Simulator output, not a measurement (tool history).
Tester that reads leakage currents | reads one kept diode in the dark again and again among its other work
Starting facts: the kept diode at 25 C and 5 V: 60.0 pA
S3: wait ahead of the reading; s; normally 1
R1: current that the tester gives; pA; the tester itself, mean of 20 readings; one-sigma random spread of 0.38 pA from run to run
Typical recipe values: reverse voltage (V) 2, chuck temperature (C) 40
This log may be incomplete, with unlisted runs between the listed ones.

{"run": 1, "hour": 0.0, "reverse voltage (V)": 2, "chuck temperature (C)": 40, "S3": 1, "R1": 142.71}
{"run": 2, "hour": 147.3, "reverse voltage (V)": 2, "chuck temperature (C)": 40, "S3": 1, "R1": 127.99}
{"run": 3, "hour": 221.1, "reverse voltage (V)": 2, "chuck temperature (C)": 40, "S3": 1, "R1": 129.37}
{"run": 4, "hour": 309.7, "reverse voltage (V)": 2, "chuck temperature (C)": 40, "S3": 1, "R1": 131.38}
{"run": 5, "hour": 375.6, "reverse voltage (V)": 2, "chuck temperature (C)": 40, "S3": 2.16, "R1": 132.9}
{"run": 6, "hour": 502.3, "reverse voltage (V)": 2, "chuck temperature (C)": 40, "S3": 1, "R1": 135.61}
{"run": 7, "hour": 591.8, "reverse voltage (V)": 2, "chuck temperature (C)": 40, "S3": 1, "R1": 137.59}
{"run": 8, "hour": 709.6, "reverse voltage (V)": 2, "chuck temperature (C)": 40, "S3": 1, "R1": 140.04}
{"run": 9, "hour": 855.9, "reverse voltage (V)": 2, "chuck temperature (C)": 40, "S3": 1, "R1": 143.52}
{"run": 10, "hour": 980.2, "reverse voltage (V)": 2, "chuck temperature (C)": 40, "S3": 0.92, "R1": 126.94}
{"run": 11, "hour": 1044.3, "reverse voltage (V)": 6.14, "chuck temperature (C)": 40, "S3": 1, "R1": 250.08}
{"run": 12, "hour": 1156.2, "reverse voltage (V)": 6.14, "chuck temperature (C)": 40, "S3": 1, "R1": 255.72}
{"run": 13, "hour": 1217.3, "reverse voltage (V)": 6.14, "chuck temperature (C)": 40, "S3": 1, "R1": 256.98}
{"run": 14, "hour": 1296.2, "reverse voltage (V)": 2, "chuck temperature (C)": 40, "S3": 5.95, "R1": 134.38}
{"run": 15, "hour": 1415.5, "reverse voltage (V)": 10.87, "chuck temperature (C)": 40, "S3": 1, "R1": 376.42}
{"run": 16, "hour": 1545.8, "reverse voltage (V)": 10.87, "chuck temperature (C)": 40, "S3": 1, "R1": 385.07}
{"run": 17, "hour": 1615.3, "reverse voltage (V)": 10.87, "chuck temperature (C)": 40, "S3": 1, "R1": 389.97}
{"run": 18, "hour": 1729.0, "reverse voltage (V)": 2, "chuck temperature (C)": 40, "S3": 7.46, "R1": 142.44}
{"run": 19, "hour": 1858.0, "reverse voltage (V)": 2, "chuck temperature (C)": 40, "S3": 0.6, "R1": 127.92}
{"run": 20, "hour": 1933.0, "reverse voltage (V)": 7.59, "chuck temperature (C)": 59, "S3": 3.42, "R1": 1203.91}
{"run": 21, "hour": 2032.7, "reverse voltage (V)": 1.61, "chuck temperature (C)": 25, "S3": 1.99, "R1": 32.67}
{"run": 22, "hour": 2112.8, "reverse voltage (V)": 2, "chuck temperature (C)": 44, "S3": 1.5, "R1": 183.34}
{"run": 23, "hour": 2223.9, "reverse voltage (V)": 16.88, "chuck temperature (C)": 59, "S3": 5.41, "R1": 2021.64}
{"run": 24, "hour": 2359.6, "reverse voltage (V)": 2.5, "chuck temperature (C)": 38, "S3": 5.65, "R1": 133.86}
{"run": 25, "hour": 2445.4, "reverse voltage (V)": 2.5, "chuck temperature (C)": 38, "S3": 5.65, "R1": 136.45}
{"run": 26, "hour": 2552.2, "reverse voltage (V)": 18.58, "chuck temperature (C)": 24, "S3": 0.31, "R1": 165.01}
{"run": 27, "hour": 2648.5, "reverse voltage (V)": 4.1, "chuck temperature (C)": 40, "S3": 6.1, "R1": 195.49}
{"run": 28, "hour": 2765.0, "reverse voltage (V)": 4.1, "chuck temperature (C)": 40, "S3": 6.1, "R1": 199.22}
{"run": 29, "hour": 2855.2, "reverse voltage (V)": 14.26, "chuck temperature (C)": 30, "S3": 2.05, "R1": 191.55}
{"run": 30, "hour": 2994.6, "reverse voltage (V)": 13.82, "chuck temperature (C)": 40, "S3": 0.39, "R1": 441.95}
{"run": 31, "hour": 3101.6, "reverse voltage (V)": 13.82, "chuck temperature (C)": 59, "S3": 3.22, "R1": 1827.65}
{"run": 32, "hour": 3232.3, "reverse voltage (V)": 13.82, "chuck temperature (C)": 59, "S3": 3.22, "R1": 1885.13}
{"run": 33, "hour": 3297.5, "reverse voltage (V)": 1.46, "chuck temperature (C)": 20, "S3": 3.22, "R1": 22.1}
{"run": 34, "hour": 3412.8, "reverse voltage (V)": 1.46, "chuck temperature (C)": 20, "S3": 3.22, "R1": 18.99}
{"run": 35, "hour": 3514.9, "reverse voltage (V)": 1.46, "chuck temperature (C)": 20, "S3": 1.49, "R1": 19.76}
{"run": 36, "hour": 3598.3, "reverse voltage (V)": 5.2, "chuck temperature (C)": 32, "S3": 5.03, "R1": 119.48}
{"run": 37, "hour": 3722.9, "reverse voltage (V)": 5.2, "chuck temperature (C)": 26, "S3": 0.33, "R1": 79.46}
{"run": 38, "hour": 3830.3, "reverse voltage (V)": 5.2, "chuck temperature (C)": 26, "S3": 0.33, "R1": 80.5}

Missing from the log above: 6 entries noted between runs. For each, name the pair of listed runs it sits between and say how the tool's hidden condition differs from the listed run just before to the listed run just after:
From run 1 to run 2: chuck's temperature calibrated (hour 147.3)
  stray current of the dirty probe card, pA a volt: 0.213 -> 0.255; current scale over the true one, %: 0.07 -> -0.03; true chuck temperature over the reading, C: 1.45 -> 0.12
  difference, measured minus the result without the unlogged condition, R1: +16.16 -> +1.64 pA
From run 9 to run 10: chuck's temperature calibrated (hour 954.9)
  stray current of the dirty probe card, pA a volt: 0.472 -> 0.509; current scale over the true one, %: -0.5 -> -0.59; true chuck temperature over the reading, C: 1.61 -> 0
  difference, measured minus the result without the unlogged condition, R1: +17.64 -> +0.27 pA
From run 17 to run 18: probe card cleaned and baked (hour 1625.5)
  stray current of the dirty probe card, pA a volt: 0.699 -> 0.058; current scale over the true one, %: -1 -> -1.08; true chuck temperature over the reading, C: 1.4 -> 1.66
  difference, measured minus the result without the unlogged condition, R1: +44.47 -> +16.57 pA
From run 18 to run 19: chuck's temperature calibrated (hour 1772.5)
  stray current of the dirty probe card, pA a volt: 0.058 -> 0.097; current scale over the true one, %: -1.08 -> -1.16; true chuck temperature over the reading, C: 1.66 -> 0.21
  difference, measured minus the result without the unlogged condition, R1: +16.57 -> +0.78 pA
From run 26 to run 27: chuck's temperature calibrated (hour 2580)
  stray current of the dirty probe card, pA a volt: 0.303 -> 0.331; current scale over the true one, %: -1.63 -> -1.7; true chuck temperature over the reading, C: 1.74 -> 0.32
  difference, measured minus the result without the unlogged condition, R1: +22.66 -> +2.94 pA
From run 33 to run 34: chuck's temperature calibrated (hour 3398.4)
  stray current of the dirty probe card, pA a volt: 0.527 -> 0.562; current scale over the true one, %: -2.15 -> -2.22; true chuck temperature over the reading, C: 1.8 -> 0.08
  difference, measured minus the result without the unlogged condition, R1: +3.57 -> +0.5 pA
